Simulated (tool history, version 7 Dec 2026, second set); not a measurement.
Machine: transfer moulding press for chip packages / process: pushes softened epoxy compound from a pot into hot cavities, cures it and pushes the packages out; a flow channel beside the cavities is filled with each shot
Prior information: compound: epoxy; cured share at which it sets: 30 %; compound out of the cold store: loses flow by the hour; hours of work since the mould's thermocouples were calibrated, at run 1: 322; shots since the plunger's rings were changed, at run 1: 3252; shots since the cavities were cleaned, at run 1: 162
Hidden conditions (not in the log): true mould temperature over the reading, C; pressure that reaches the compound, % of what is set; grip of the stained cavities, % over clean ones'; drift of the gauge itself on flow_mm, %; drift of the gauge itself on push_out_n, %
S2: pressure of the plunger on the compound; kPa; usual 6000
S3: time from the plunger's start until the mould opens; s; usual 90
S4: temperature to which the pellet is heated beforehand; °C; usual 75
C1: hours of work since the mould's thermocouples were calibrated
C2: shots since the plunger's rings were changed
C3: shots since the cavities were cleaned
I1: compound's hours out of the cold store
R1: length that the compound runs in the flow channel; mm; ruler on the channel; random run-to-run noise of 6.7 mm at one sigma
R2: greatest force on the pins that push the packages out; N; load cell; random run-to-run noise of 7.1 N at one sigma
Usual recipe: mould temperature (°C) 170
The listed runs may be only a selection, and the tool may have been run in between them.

run 1 day=0 | mould_temperature_(°C)=170 S2=6000 S3=90 S4=75 | C1=322 C2=3252 C3=162 | I1=45.2 | R1=795 R2=266
run 2 day=0.233 | mould_temperature_(°C)=170 S2=6000 S3=81 S4=75 | C1=326 C2=3324 C3=234 | I1=28.6 | R1=844 R2=340
run 3 day=0.65 | mould_temperature_(°C)=170 S2=6000 S3=81 S4=75 | C1=333 C2=3453 C3=363 | I1=18.1 | R1=866 R2=366
run 4 day=0.988 | mould_temperature_(°C)=169 S2=6000 S3=81 S4=75 | C1=338 C2=3557 C3=467 | I1=25.1 | R1=863 R2=383
run 5 day=1.471 | mould_temperature_(°C)=170 S2=4590 S3=90 S4=75 | C1=347 C2=3707 C3=617 | I1=20.4 | R1=753 R2=285
-- day=1.908 plunger's sealing rings changed
run 6 day=2.108 | mould_temperature_(°C)=170 S2=7200 S3=90 S4=75 | C1=355 C2=62 C3=781 | I1=43.2 | R1=882 R2=278
-- day=2.35 cavities cleaned with cleaning compound and waxed
run 7 day=2.454 | mould_temperature_(°C)=170 S2=7200 S3=90 S4=75 | C1=360 C2=150 C3=32 | I1=23.9 | R1=922 R2=277
run 8 day=2.921 | mould_temperature_(°C)=170 S2=7200 S3=90 S4=75 | C1=368 C2=294 C3=176 | I1=25 | R1=928 R2=272
run 9 day=3.283 | mould_temperature_(°C)=170 S2=6260 S3=85 S4=71 | C1=374 C2=406 C3=288 | I1=45.6 | R1=810 R2=312
run 10 day=3.767 | mould_temperature_(°C)=170 S2=6260 S3=85 S4=71 | C1=382 C2=556 C3=438 | I1=19 | R1=877 R2=338

Estimate the outcome of run 11 from the log above:
run 11 day=4.083 | mould_temperature_(°C)=170 S2=6260 S3=85 S4=71 | C1=387 C2=654 C3=536 | I1=12.7 | R1=? R2=?

Run 11 yielded R1 905 mm, R2 335 N.
With the hidden condition absent and the run-to-run variation left alone, this run would have shown R1 905 mm, R2 332 N.
